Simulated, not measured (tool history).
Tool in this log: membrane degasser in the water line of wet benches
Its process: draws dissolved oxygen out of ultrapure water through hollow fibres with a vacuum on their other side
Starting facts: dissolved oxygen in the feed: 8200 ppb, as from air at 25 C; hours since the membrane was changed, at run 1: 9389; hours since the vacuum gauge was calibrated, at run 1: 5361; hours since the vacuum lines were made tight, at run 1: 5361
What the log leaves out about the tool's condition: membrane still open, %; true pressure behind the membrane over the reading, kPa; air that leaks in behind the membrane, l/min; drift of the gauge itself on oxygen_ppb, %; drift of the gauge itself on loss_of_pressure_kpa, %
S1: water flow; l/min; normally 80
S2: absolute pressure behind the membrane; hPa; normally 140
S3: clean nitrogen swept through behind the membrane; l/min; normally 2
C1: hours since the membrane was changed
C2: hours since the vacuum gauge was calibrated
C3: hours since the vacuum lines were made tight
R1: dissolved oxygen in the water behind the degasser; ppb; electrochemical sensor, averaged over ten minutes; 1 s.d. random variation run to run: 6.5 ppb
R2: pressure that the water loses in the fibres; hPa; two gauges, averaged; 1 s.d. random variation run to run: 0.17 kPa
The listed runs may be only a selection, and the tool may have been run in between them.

run,hour,S1,S2,S3,C1,C2,C3,R1,R2
1,0,80,140,2,9389,5361,5361,830.5,275.4
2,302.1,80,140,2,9691,5664,5664,853.6,272.8
3,581.6,80,87,2,9971,5943,5943,477.2,273.7
4,863.2,80,140,2,10253,6225,6225,856.1,276.6
5,1018.9,80,140,2,10408,6380,6380,857.1,273.9
6,1190.9,80,140,2,10580,6552,6552,859.6,276.6
7,1447.1,110,140,2,10836,6809,6809,1123.6,376.2
8,1589.2,110,140,2,10979,6951,6951,1125.1,377.6
9,1863.2,110,140,2,11253,7225,7225,1107.1,377.8
10,2143.6,110,201,2,11533,7505,7505,1606.4,380.4
11,2340.9,126,140,2,11730,7702,7702,1256,439.2
# hour 2563.1: seals of the vacuum lines changed
12,2575.1,126,140,4.17,11962,7935,12,814.2,435.3
# hour 2692.4: vacuum gauge calibrated
13,2786.7,80,100,2,12174,94,223,603.1,283.1
14,2943.6,80,104,5.85,12330,251,380,273.8,276
15,3070.3,62,113,2,12457,378,507,547,215.2
# hour 3292: vacuum gauge calibrated, once more
16,3369.9,62,113,2,12756,78,806,507,216
17,3605.5,95,282,1.28,12992,313,1041,2477.9,328.7
18,3749.9,79,246,0.8,13136,458,1186,2575.5,274.9
19,3907.3,80,199,2.95,13294,615,1343,919,281.6
20,4123.1,80,199,2.95,13509,831,1559,905.4,279.7
21,4344.6,49,221,1.37,13731,1053,1781,1220.7,172.6
22,4497.8,58,252,1.97,13884,1206,1934,1218.2,203.1
23,4646.1,49,192,3.16,14032,1354,2082,544.3,169.7
24,4905.8,80,210,1.58,14292,1614,2342,1508.1,282.8
25,5055.2,80,140,1.87,14442,1763,2491,880.9,282.2

Below are 3 alternative next runs, each starting from the tool's condition after run 25. Predict each:
A,5312.4,124,200,1.87,14699,2020,2748,?,?
B,5312.4,84,140,1.87,14699,2020,2748,?,?
C,5312.4,64,144,1.47,14699,2020,2748,?,?

run,R1,R2
A,1780.2,435.7
B,910.7,298
C,896.5,226.7
Take away the tool's hidden state, keep each run's random variation, and the runs would have read:
run,R1,R2
A,1743.8,404.7
B,891.5,277
C,884.7,210.7
